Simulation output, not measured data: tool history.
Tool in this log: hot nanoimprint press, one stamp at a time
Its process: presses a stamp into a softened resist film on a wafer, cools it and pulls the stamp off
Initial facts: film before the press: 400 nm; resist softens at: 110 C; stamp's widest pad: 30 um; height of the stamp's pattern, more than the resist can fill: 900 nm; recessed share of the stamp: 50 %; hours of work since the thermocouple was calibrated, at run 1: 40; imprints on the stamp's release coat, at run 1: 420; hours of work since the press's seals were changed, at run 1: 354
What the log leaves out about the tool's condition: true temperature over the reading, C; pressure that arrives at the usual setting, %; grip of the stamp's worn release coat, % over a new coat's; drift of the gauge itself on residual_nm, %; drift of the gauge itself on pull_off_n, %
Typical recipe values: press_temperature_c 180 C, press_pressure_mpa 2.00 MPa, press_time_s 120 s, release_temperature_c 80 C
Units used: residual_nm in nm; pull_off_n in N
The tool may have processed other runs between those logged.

run	hour	press_temperature_c	press_pressure_mpa	press_time_s	release_temperature_c	hours of work since the thermocouple was calibrated	imprints on the stamp's release coat	hours of work since the press's seals were changed	residual_nm	pull_off_n
1	0.0	180	2.00	120	80	40	420	354	183.0	181
2	46.4	180	2.00	120	73	66	503	380	183.1	217
3	72.4	180	2.00	120	80	80	550	394	183.9	181
4	127.9	180	2.00	120	80	110	649	424	183.1	182
5	161.6	180	2.00	120	80	128	709	442	183.3	179
6	199.0	180	2.00	120	80	148	776	462	183.0	186
7	237.9	180	2.00	120	78	170	846	484	183.3	193
8	284.0	180	2.00	120	78	195	928	509	183.2	195
# hour 336.1: stamp cleaned and given a new release coat
9	344.2	180	2.00	120	80	224	14	538	183.5	178
10	383.5	180	2.00	120	80	246	85	559	182.8	185
11	438.8	180	2.00	120	80	276	184	589	182.8	183
12	483.7	180	2.00	120	80	300	264	614	182.8	180
13	546.5	180	2.00	120	80	334	377	648	182.8	181
14	606.3	180	2.00	120	80	367	484	681	183.0	183
15	653.4	172	2.00	120	80	392	568	706	233.3	183
16	683.1	172	2.00	120	86	408	621	722	232.7	150
# hour 700.6: plate thermocouple calibrated
17	738.4	180	2.63	120	70	21	715	751	160.5	232
18	777.4	180	2.00	238	80	42	785	772	141.5	182
19	837.3	180	2.00	238	80	74	892	804	141.5	181
20	889.8	172	2.00	120	80	103	986	833	233.3	182
# hour 909.8: stamp cleaned and given a new release coat
21	926.2	172	2.00	120	80	119	29	849	233.4	179
22	961.6	172	2.00	120	80	139	93	869	233.9	185
23	1014.5	181	2.00	120	83	167	188	897	177.5	168
24	1055.4	181	2.00	120	83	190	261	920	177.6	165
25	1113.9	180	2.00	120	83	221	365	951	183.2	167
26	1165.0	170	2.00	120	83	249	457	979	247.3	166
27	1206.7	170	2.00	120	83	272	531	1002	247.3	166
28	1242.6	180	1.46	120	73	291	596	1021	211.8	219
29	1275.8	180	1.46	120	73	309	655	1039	211.5	216
30	1301.7	171	2.43	88	69	323	702	1054	244.2	240

Take each entry between the runs: how does the hidden state at the last listed run before it differ from the hidden state at the first listed run after it?
Run 8 -> run 9: stamp cleaned and given a new release coat (hour 336.1)
  pressure that arrives at the usual setting, %: 99.97 -> 99.96; grip of the stamp's worn release coat, % over a new coat's: 0.5 -> 0
Run 16 -> run 17: plate thermocouple calibrated (hour 700.6)
  true temperature over the reading, C: 0.02 -> 0; grip of the stamp's worn release coat, % over a new coat's: 0.3 -> 0.4
Run 20 -> run 21: stamp cleaned and given a new release coat (hour 909.8)
  grip of the stamp's worn release coat, % over a new coat's: 0.5 -> 0
